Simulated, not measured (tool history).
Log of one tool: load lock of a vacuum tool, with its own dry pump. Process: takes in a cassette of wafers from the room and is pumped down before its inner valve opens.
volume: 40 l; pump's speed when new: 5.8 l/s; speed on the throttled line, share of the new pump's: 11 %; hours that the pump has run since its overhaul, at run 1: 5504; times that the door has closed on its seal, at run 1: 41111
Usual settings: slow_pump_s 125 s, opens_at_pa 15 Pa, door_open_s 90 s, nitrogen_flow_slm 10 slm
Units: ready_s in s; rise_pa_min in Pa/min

run      day  slow_pump_s  opens_at_pa  door_open_s  nitrogen_flow_slm  hours that the pump has run since its overhaul  times that the door has closed on its seal  incoming humidity of the room's air, %  ready_s  rise_pa_min
  1    0.000          125           15           90                 10                                            5504                                       41111                                    48.3    177.3        0.433
  2    7.754          125           15           90                 10                                            5690                                       42012                                    44.4    178.6        0.437
  3   16.242          205           15           90                 10                                            5893                                       42998                                    48.2    248.3        0.469
  4   22.862          125           15           90                 20                                            6052                                       43766                                    43.1    177.6        0.462
  5   31.979          125           15           90                 10                                            6271                                       44825                                    46.8    178.6        0.494
  6   42.875          125           15           65                 10                                            6532                                       46091                                    45.6    177.9        0.504
  7   51.371          125           15           65                 10                                            6736                                       47078                                    45.4    177.4        0.517
      54.229  -- door's seal changed, seat wiped
  8   59.088          125           15           90                 10                                            6920                                         565                                    43.4    178.0        0.063
  9   69.038          125           15           90                 10                                            7159                                        1720                                    46.4    179.2        0.074
 10   82.321          125           15           90                 10                                            7478                                        3263                                    47.1    179.5        0.074
 11   93.333          125           15           90                 10                                            7742                                        4542                                    43.3    179.2        0.076
 12  108.754          125           15           80                 10                                            8112                                        6333                                    45.1    179.7        0.084
 13  115.592          125           15           90                 20                                            8276                                        7127                                    43.7    180.6        0.082
 14  131.558           79           15           90                 20                                            8659                                        8982                                    43.4    139.0        0.091
 15  142.533           79           15           90                 20                                            8923                                       10257                                    45.7    138.7        0.098
 16  150.638           79           15           90                 20                                            9117                                       11198                                    46.4    139.2        0.109
 17  161.042          176           17          141                  7                                            9367                                       12407                                    40.9    226.0        0.148
 18  172.471          176           17          141                  7                                            9641                                       13734                                    48.1    223.8        0.176
 19  186.112          176           15          141                  7                                            9969                                       15318                                    48.2    226.9        0.183
 20  198.046          210           15           90                  9                                           10255                                       16704                                    46.3    252.9        0.164
 21  209.925          216           15           90                  4                                           10540                                       18084                                    44.1    260.1        0.181
 22  222.725          194           11           90                  4                                           10847                                       19571                                    43.7    244.7        0.191
 23  238.246          194           22           90                 23                                           11220                                       21374                                    47.7    238.2        0.192
 24  249.704          237           16           92                 38                                           11495                                       22705                                    44.9    281.1        0.185
 25  265.183          157           19           84                 18                                           11866                                       24503                                    44.5    209.1        0.214
 26  273.638          157           19          150                 18                                           12069                                       25485                                    47.2    207.2        0.262
 27  288.817          157           19          150                 18                                           12434                                       27248                                    46.1    209.2        0.274
 28  300.012          157           19          150                 18                                           12702                                       28548                                    45.3    208.5        0.290

5 ways to go on from here, each from the tool as it stands after run 28. What would each give?
  A  310.946          125           15           90                 44                                           12965                                       29818                                    43.0        ?            ?
  B  310.946          175           19          150                 18                                           12965                                       29818                                    46.3        ?            ?
  C  310.946          248           19           90                 10                                           12965                                       29818                                    45.5        ?            ?
  D  310.946          138           13           90                 10                                           12965                                       29818                                    46.0        ?            ?
  E  310.946          157           19           38                 14                                           12965                                       29818                                    49.2        ?            ?

run  ready_s  rise_pa_min
  A    184.2        0.258
  B    223.6        0.312
  C    289.1        0.294
  D    197.1        0.296
  E    208.4        0.269
Without the tool's hidden state the same runs would have given:
run  ready_s  rise_pa_min
  A    173.8        0.030
  B    214.6        0.079
  C    281.7        0.064
  D    186.7        0.067
  E    199.1        0.037

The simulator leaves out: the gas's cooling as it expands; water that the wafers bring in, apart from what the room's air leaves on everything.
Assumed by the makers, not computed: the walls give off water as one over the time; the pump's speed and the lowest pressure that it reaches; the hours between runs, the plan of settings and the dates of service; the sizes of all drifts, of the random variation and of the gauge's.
